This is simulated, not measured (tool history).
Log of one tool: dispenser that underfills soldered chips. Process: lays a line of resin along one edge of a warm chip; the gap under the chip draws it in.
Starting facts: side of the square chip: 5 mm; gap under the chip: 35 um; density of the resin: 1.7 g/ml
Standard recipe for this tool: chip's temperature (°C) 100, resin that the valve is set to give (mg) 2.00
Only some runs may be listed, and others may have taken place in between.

| run | hour | chip's temperature (°C) | resin that the valve is set to give (mg) | time until the resin shows at the far edge (s) | resin that the valve gave (mg) |
|---|---|---|---|---|---|
| 1 | 0.0 | 100 | 2.00 | 48.2 | 1.993 |
| 2 | 4.5 | 100 | 2.00 | 64.0 | 1.996 |
|  | 8.5 | new syringe of resin |
| 3 | 11.0 | 100 | 2.00 | 56.2 | 1.979 |
| 4 | 14.3 | 100 | 2.59 | 65.4 | 2.559 |
|  | 16.7 | new syringe of resin |
| 5 | 20.1 | 100 | 2.59 | 57.3 | 2.555 |
|  | 25.3 | new syringe of resin |
| 6 | 27.6 | 100 | 2.59 | 52.8 | 2.555 |
| 7 | 32.6 | 100 | 2.59 | 71.9 | 2.555 |
|  | 33.5 | new syringe of resin |
| 8 | 40.7 | 100 | 2.00 | 75.4 | 1.964 |
|  | 41.6 | new syringe of resin |
| 9 | 45.0 | 106 | 2.00 | 48.9 | 1.961 |
| 10 | 48.4 | 106 | 2.00 | 59.0 | 1.970 |
|  | 50.0 | new syringe of resin |
| 11 | 55.0 | 106 | 2.00 | 53.1 | 1.948 |
|  | 58.5 | new syringe of resin |
| 12 | 60.0 | 106 | 2.00 | 41.8 | 1.958 |
|  | 66.9 | new syringe of resin |
| 13 | 67.9 | 106 | 2.00 | 41.2 | 1.940 |
| 14 | 74.3 | 106 | 2.00 | 59.7 | 1.949 |
|  | 75.0 | new syringe of resin |
| 15 | 78.3 | 106 | 2.00 | 47.7 | 1.942 |
|  | 83.5 | new syringe of resin |
| 16 | 84.2 | 106 | 2.00 | 41.2 | 1.933 |
| 17 | 88.2 | 106 | 2.00 | 52.4 | 1.922 |
|  | 92.1 | new syringe of resin |
|  | 94.5 | dispensing valve cleaned and set on the balance |
| 18 | 95.6 | 100 | 2.00 | 56.8 | 1.998 |
|  | 101.4 | new syringe of resin |
| 19 | 102.3 | 100 | 1.89 | 53.0 | 1.872 |
| 20 | 108.4 | 111 | 2.54 | 46.8 | 2.530 |
|  | 109.9 | new syringe of resin |
| 21 | 113.5 | 93 | 2.02 | 80.2 | 2.011 |
|  | 118.0 | new syringe of resin |
| 22 | 120.2 | 100 | 2.07 | 55.2 | 2.053 |
| 23 | 124.2 | 90 | 2.10 | 107.8 | 2.082 |
|  | 126.3 | new syringe of resin |
| 24 | 130.4 | 104 | 2.12 | 54.1 | 2.093 |
|  | 134.4 | new syringe of resin |
| 25 | 136.0 | 100 | 2.30 | 52.2 | 2.269 |
|  | 142.4 | new syringe of resin |
| 26 | 143.5 | 98 | 2.18 | 55.6 | 2.143 |
|  | 150.6 | new syringe of resin |
| 27 | 151.2 | 98 | 2.18 | 54.8 | 2.141 |
| 28 | 156.9 | 98 | 2.18 | 78.1 | 2.134 |
|  | 159.0 | new syringe of resin |
| 29 | 161.0 | 98 | 2.18 | 58.3 | 2.129 |
| 30 | 164.8 | 98 | 2.34 | 74.8 | 2.285 |
|  | 167.1 | new syringe of resin |
| 31 | 168.6 | 88 | 2.17 | 87.2 | 2.123 |
| 32 | 172.6 | 101 | 2.24 | 65.8 | 2.183 |
|  | 175.3 | new syringe of resin |
| 33 | 176.6 | 95 | 2.27 | 62.4 | 2.206 |
| 34 | 180.5 | 100 | 2.27 | 64.8 | 2.212 |
|  | 183.6 | new syringe of resin |
| 35 | 187.0 | 109 | 2.35 | 42.5 | 2.289 |
|  | 189.4 | dispensing valve cleaned and set on the balance |
| 36 | 192.3 | 109 | 2.35 | 55.3 | 2.354 |

Measured result minus the same run's result without the hidden state. Both carry the same run-to-run variation, though not necessarily the same gauge scatter:
Hidden conditions of the tool in this case: resin's viscosity, % of fresh resin's; dose that the valve gives, % of what is set; true chip temperature over the reading, C; drift of the gauge itself on fill_s, %; drift of the gauge itself on given_mg, %.
| run | time until the resin shows at the far edge (s) | resin that the valve gave (mg) |
|---|---|---|
| 1 | +1.3 | -0.011 |
| 2 | +17.3 | -0.014 |
| 3 | +9.1 | -0.017 |
| 4 | +21.1 | -0.025 |
| 5 | +12.0 | -0.030 |
| 6 | +7.5 | -0.035 |
| 7 | +26.9 | -0.039 |
| 8 | +28.9 | -0.036 |
| 9 | +10.7 | -0.038 |
| 10 | +22.0 | -0.040 |
| 11 | +15.4 | -0.044 |
| 12 | +4.6 | -0.047 |
| 13 | +2.8 | -0.053 |
| 14 | +22.7 | -0.056 |
| 15 | +10.2 | -0.059 |
| 16 | +3.2 | -0.062 |
| 17 | +14.6 | -0.065 |
| 18 | +9.8 | -0.002 |
| 19 | +5.2 | -0.006 |
| 20 | +18.0 | -0.013 |
| 21 | +17.6 | -0.013 |
| 22 | +8.3 | -0.017 |
| 23 | +36.9 | -0.020 |
| 24 | +14.0 | -0.024 |
| 25 | +6.8 | -0.029 |
| 26 | +5.4 | -0.033 |
| 27 | +4.8 | -0.038 |
| 28 | +28.4 | -0.042 |
| 29 | +9.3 | -0.045 |
| 30 | +25.3 | -0.051 |
| 31 | +11.6 | -0.050 |
| 32 | +21.3 | -0.055 |
| 33 | +6.3 | -0.059 |
| 34 | +19.0 | -0.062 |
| 35 | +10.3 | -0.068 |
| 36 | +23.2 | -0.002 |
